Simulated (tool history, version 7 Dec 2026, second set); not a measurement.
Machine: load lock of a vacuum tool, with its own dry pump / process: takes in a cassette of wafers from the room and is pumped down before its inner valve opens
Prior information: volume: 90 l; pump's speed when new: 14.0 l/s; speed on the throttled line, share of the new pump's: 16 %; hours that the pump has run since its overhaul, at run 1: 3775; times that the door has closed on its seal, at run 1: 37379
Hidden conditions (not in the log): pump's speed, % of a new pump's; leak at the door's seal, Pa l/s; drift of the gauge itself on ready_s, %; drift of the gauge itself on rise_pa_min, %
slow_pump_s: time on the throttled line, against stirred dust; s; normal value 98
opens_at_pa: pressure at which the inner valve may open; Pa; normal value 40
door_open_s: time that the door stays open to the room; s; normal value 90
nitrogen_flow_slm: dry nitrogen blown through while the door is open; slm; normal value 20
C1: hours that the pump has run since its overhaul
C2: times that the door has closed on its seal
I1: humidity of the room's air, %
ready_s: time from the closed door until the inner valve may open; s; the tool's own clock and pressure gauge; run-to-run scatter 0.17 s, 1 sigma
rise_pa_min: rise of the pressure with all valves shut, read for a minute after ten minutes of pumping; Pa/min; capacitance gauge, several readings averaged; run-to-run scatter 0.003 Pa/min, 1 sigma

{"run": 1, "hour": 0.0, "slow_pump_s": 98, "opens_at_pa": 40, "door_open_s": 90, "nitrogen_flow_slm": 20, "C1": 3775, "C2": 37379, "I1": 45.9, "ready_s": 133.1, "rise_pa_min": 0.13}
{"run": 2, "hour": 82.3, "slow_pump_s": 98, "opens_at_pa": 40, "door_open_s": 90, "nitrogen_flow_slm": 20, "C1": 3857, "C2": 37790, "I1": 42.1, "ready_s": 133.1, "rise_pa_min": 0.123}
{"run": 3, "hour": 165.2, "slow_pump_s": 98, "opens_at_pa": 40, "door_open_s": 90, "nitrogen_flow_slm": 20, "C1": 3940, "C2": 38204, "I1": 44.1, "ready_s": 132.9, "rise_pa_min": 0.126}
{"run": 4, "hour": 274.5, "slow_pump_s": 58, "opens_at_pa": 40, "door_open_s": 90, "nitrogen_flow_slm": 20, "C1": 4049, "C2": 38750, "I1": 43.8, "ready_s": 99.5, "rise_pa_min": 0.135}
{"run": 5, "hour": 370.0, "slow_pump_s": 58, "opens_at_pa": 40, "door_open_s": 90, "nitrogen_flow_slm": 20, "C1": 4145, "C2": 39228, "I1": 42.8, "ready_s": 99.6, "rise_pa_min": 0.13}
{"run": 6, "hour": 467.2, "slow_pump_s": 98, "opens_at_pa": 40, "door_open_s": 90, "nitrogen_flow_slm": 10, "C1": 4242, "C2": 39713, "I1": 44, "ready_s": 133, "rise_pa_min": 0.145}
{"run": 7, "hour": 577.4, "slow_pump_s": 98, "opens_at_pa": 40, "door_open_s": 90, "nitrogen_flow_slm": 10, "C1": 4352, "C2": 40264, "I1": 41.8, "ready_s": 133.4, "rise_pa_min": 0.138}
{"run": 8, "hour": 720.8, "slow_pump_s": 98, "opens_at_pa": 40, "door_open_s": 90, "nitrogen_flow_slm": 8, "C1": 4496, "C2": 40981, "I1": 46.4, "ready_s": 133.2, "rise_pa_min": 0.153}
{"run": 9, "hour": 834.3, "slow_pump_s": 58, "opens_at_pa": 33, "door_open_s": 90, "nitrogen_flow_slm": 8, "C1": 4609, "C2": 41548, "I1": 45.5, "ready_s": 101.4, "rise_pa_min": 0.151}
{"run": 10, "hour": 924.7, "slow_pump_s": 128, "opens_at_pa": 59, "door_open_s": 38, "nitrogen_flow_slm": 5, "C1": 4700, "C2": 41999, "I1": 45.8, "ready_s": 155.8, "rise_pa_min": 0.149}
{"run": 11, "hour": 1009.0, "slow_pump_s": 126, "opens_at_pa": 40, "door_open_s": 90, "nitrogen_flow_slm": 40, "C1": 4784, "C2": 42421, "I1": 44.2, "ready_s": 156.3, "rise_pa_min": 0.135}
{"run": 12, "hour": 1106.5, "slow_pump_s": 126, "opens_at_pa": 40, "door_open_s": 90, "nitrogen_flow_slm": 40, "C1": 4881, "C2": 42908, "I1": 44.6, "ready_s": 156.7, "rise_pa_min": 0.14}
{"run": 13, "hour": 1228.5, "slow_pump_s": 126, "opens_at_pa": 40, "door_open_s": 90, "nitrogen_flow_slm": 40, "C1": 5003, "C2": 43517, "I1": 47.4, "ready_s": 156.5, "rise_pa_min": 0.135}
{"run": 14, "hour": 1349.4, "slow_pump_s": 98, "opens_at_pa": 40, "door_open_s": 90, "nitrogen_flow_slm": 20, "C1": 5124, "C2": 44122, "I1": 47.9, "ready_s": 133.3, "rise_pa_min": 0.161}
{"run": 15, "hour": 1479.5, "slow_pump_s": 190, "opens_at_pa": 35, "door_open_s": 152, "nitrogen_flow_slm": 5, "C1": 5254, "C2": 44772, "I1": 46.8, "ready_s": 211.1, "rise_pa_min": 0.191}
{"run": 16, "hour": 1550.6, "slow_pump_s": 119, "opens_at_pa": 32, "door_open_s": 82, "nitrogen_flow_slm": 12, "C1": 5325, "C2": 45127, "I1": 45.5, "ready_s": 152.1, "rise_pa_min": 0.166}

What if the next run were any one of these 4? Each begins from the tool's condition after run 16:
{"run": "A", "hour": 1669.7, "slow_pump_s": 119, "opens_at_pa": 32, "door_open_s": 240, "nitrogen_flow_slm": 12, "C1": 5445, "C2": 45722, "I1": 40, "ready_s": "?", "rise_pa_min": "?"}
{"run": "B", "hour": 1669.7, "slow_pump_s": 84, "opens_at_pa": 35, "door_open_s": 110, "nitrogen_flow_slm": 12, "C1": 5445, "C2": 45722, "I1": 45.3, "ready_s": "?", "rise_pa_min": "?"}
{"run": "C", "hour": 1669.7, "slow_pump_s": 98, "opens_at_pa": 31, "door_open_s": 90, "nitrogen_flow_slm": 20, "C1": 5445, "C2": 45722, "I1": 45.3, "ready_s": "?", "rise_pa_min": "?"}
{"run": "D", "hour": 1669.7, "slow_pump_s": 125, "opens_at_pa": 42, "door_open_s": 82, "nitrogen_flow_slm": 7, "C1": 5445, "C2": 45722, "I1": 44.2, "ready_s": "?", "rise_pa_min": "?"}

run=A ready_s=152 rise_pa_min=0.186
run=B ready_s=122.6 rise_pa_min=0.178
run=C ready_s=135.2 rise_pa_min=0.166
run=D ready_s=155.7 rise_pa_min=0.176
What these runs would have given with no unlogged condition in the tool:
run=A ready_s=151.4 rise_pa_min=0.055
run=B ready_s=121.9 rise_pa_min=0.048
run=C ready_s=134.5 rise_pa_min=0.035
run=D ready_s=155.2 rise_pa_min=0.043
